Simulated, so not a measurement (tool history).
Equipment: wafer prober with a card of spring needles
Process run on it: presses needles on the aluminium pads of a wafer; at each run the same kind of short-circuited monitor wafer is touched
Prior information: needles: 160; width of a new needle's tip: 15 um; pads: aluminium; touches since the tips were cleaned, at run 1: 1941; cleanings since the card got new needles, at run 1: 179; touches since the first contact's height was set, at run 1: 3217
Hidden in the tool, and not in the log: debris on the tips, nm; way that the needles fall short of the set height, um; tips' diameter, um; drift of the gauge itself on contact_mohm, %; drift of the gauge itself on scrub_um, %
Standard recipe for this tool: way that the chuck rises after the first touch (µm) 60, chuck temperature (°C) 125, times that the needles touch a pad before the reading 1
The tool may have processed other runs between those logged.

run,hour,way that the chuck rises after the first touch (µm),chuck temperature (°C),times that the needles touch a pad before the reading,touches since the tips were cleaned,cleanings since the card got new needles,touches since the first contact's height was set,resistance of one needle with its contact and lead (mohm),way that a needle slides on the pad (µm)
1,0,60,125,1,1941,179,3217,252,12.91
# hour 3.4: tips cleaned on abrasive film
# hour 19.8: tips cleaned on abrasive film
2,32.1,60,125,1,2413,181,9468,255,12.84
# hour 35.5: tips cleaned on abrasive film
# hour 51.9: tips cleaned on abrasive film
# hour 68.3: tips cleaned on abrasive film
# hour 84.7: tips cleaned on abrasive film
# hour 99.1: tips cleaned on abrasive film
3,99.1,63,125,1,0,186,22479,238,13.31
# hour 115.5: tips cleaned on abrasive film
# hour 131.9: tips cleaned on abrasive film
4,140.3,63,78,1,1662,188,30520,243,13.16
# hour 147: tips cleaned on abrasive film
# hour 163.4: tips cleaned on abrasive film
# hour 176.5: tips cleaned on abrasive film
# hour 192.9: tips cleaned on abrasive film
# hour 209.3: tips cleaned on abrasive film
5,216,60,125,1,1316,193,45233,256,12.51
# hour 222.6: tips cleaned on abrasive film
# hour 239: tips cleaned on abrasive film
# hour 255.4: tips cleaned on abrasive film
# hour 268.5: tips cleaned on abrasive film
6,280.1,58,125,1,2279,197,57714,264,12.04
# hour 283.5: tips cleaned on abrasive film
# hour 293.6: height of the first contact set anew
# hour 300.2: tips cleaned on abrasive film
# hour 314.9: tips cleaned on abrasive film
7,314.9,58,125,1,0,200,4131,245,12.45
# hour 331.3: tips cleaned on abrasive film
# hour 347.7: tips cleaned on abrasive film
# hour 363.9: tips cleaned on abrasive film
# hour 380.3: tips cleaned on abrasive film
8,382,58,125,1,331,204,17192,243,12.34
# hour 395.1: tips cleaned on abrasive film
# hour 411.5: tips cleaned on abrasive film
9,417,56,84,1,1073,206,24008,247,11.83
# hour 426.9: tips cleaned on abrasive film
# hour 443.3: tips cleaned on abrasive film
# hour 459.6: tips cleaned on abrasive film
# hour 475.9: tips cleaned on abrasive film
10,477,56,84,1,230,210,35681,238,11.76
# hour 490.2: tips cleaned on abrasive film
# hour 506.6: tips cleaned on abrasive film
# hour 521.1: tips cleaned on abrasive film
11,521.1,56,84,2,0,213,44256,238,11.76
# hour 534.3: tips cleaned on abrasive film
# hour 550.5: tips cleaned on abrasive film
# hour 563.6: tips cleaned on abrasive film
# hour 580: tips cleaned on abrasive film
12,586.6,63,50,2,1278,217,56989,228,13.11
# hour 593.6: tips cleaned on abrasive film
# hour 603.7: height of the first contact set anew
# hour 610.3: tips cleaned on abrasive film
# hour 622.3: card fitted with new needles
13,630.3,60,125,3,1557,0,1557,234,12.89
# hour 636.9: tips cleaned on abrasive film
# hour 653.3: tips cleaned on abrasive film
# hour 666.4: tips cleaned on abrasive film
# hour 682.8: tips cleaned on abrasive film
# hour 696.9: tips cleaned on abrasive film
14,696.9,60,125,1,0,5,14497,234,12.78

Table of differences, measured result less the result of that run with no hidden state. Run-to-run variation is the same in both. Gauge scatter possibly is not:
run,resistance of one needle with its contact and lead (mohm),way that a needle slides on the pad (µm)
1,+25,-0.03
2,+28,-0.08
3,+10,-0.2
4,+25,-0.26
5,+24,-0.37
6,+33,-0.48
7,+11,-0.05
8,+15,-0.13
9,+25,-0.18
10,+14,-0.27
11,+12,-0.33
12,+18,-0.44
13,+3,+0
14,+1,-0.13

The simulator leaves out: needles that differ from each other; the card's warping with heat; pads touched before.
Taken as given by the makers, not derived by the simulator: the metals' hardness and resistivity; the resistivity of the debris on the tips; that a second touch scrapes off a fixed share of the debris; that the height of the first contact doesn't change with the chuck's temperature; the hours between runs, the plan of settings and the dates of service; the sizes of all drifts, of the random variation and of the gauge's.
